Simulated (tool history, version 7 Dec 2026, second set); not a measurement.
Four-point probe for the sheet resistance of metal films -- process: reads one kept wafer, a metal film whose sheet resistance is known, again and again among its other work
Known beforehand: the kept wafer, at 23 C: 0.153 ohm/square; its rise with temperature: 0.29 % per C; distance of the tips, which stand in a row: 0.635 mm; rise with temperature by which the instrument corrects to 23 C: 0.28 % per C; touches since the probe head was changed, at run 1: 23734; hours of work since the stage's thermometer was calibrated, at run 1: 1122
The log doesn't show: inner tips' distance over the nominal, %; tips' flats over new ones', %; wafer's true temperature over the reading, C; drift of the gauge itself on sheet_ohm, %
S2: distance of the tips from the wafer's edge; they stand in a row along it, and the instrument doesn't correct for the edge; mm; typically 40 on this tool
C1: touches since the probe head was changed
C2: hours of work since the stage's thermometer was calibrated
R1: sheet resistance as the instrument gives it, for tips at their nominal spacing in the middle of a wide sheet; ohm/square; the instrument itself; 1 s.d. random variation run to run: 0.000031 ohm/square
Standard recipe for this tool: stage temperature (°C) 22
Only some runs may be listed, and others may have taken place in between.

{"run": 1, "hour": 0.0, "stage temperature (°C)": 22, "S2": 40, "C1": 23734, "C2": 1122, "R1": 0.153633}
{"run": 2, "hour": 17.6, "stage temperature (°C)": 22, "S2": 40, "C1": 24534, "C2": 1132, "R1": 0.153625}
{"run": 3, "hour": 32.7, "stage temperature (°C)": 22, "S2": 40, "C1": 25222, "C2": 1142, "R1": 0.153625}
{"run": 4, "hour": 47.4, "stage temperature (°C)": 22, "S2": 40, "C1": 25889, "C2": 1151, "R1": 0.153583}
{"hour": 49.9, "done": "stage's thermometer calibrated"}
{"run": 5, "hour": 77.8, "stage temperature (°C)": 22, "S2": 40, "C1": 27245, "C2": 17, "R1": 0.153651}
{"run": 6, "hour": 104.4, "stage temperature (°C)": 24, "S2": 40, "C1": 28455, "C2": 34, "R1": 0.153651}

What will run 7 give?
{"run": 7, "hour": 132.6, "stage temperature (°C)": 24, "S2": 40, "C1": 29737, "C2": 51, "R1": "?"}

Run 7 came out at R1 0.153660 ohm/square.
The same run, on a tool lacking any hidden state, would have yielded R1 0.153052 ohm/square.
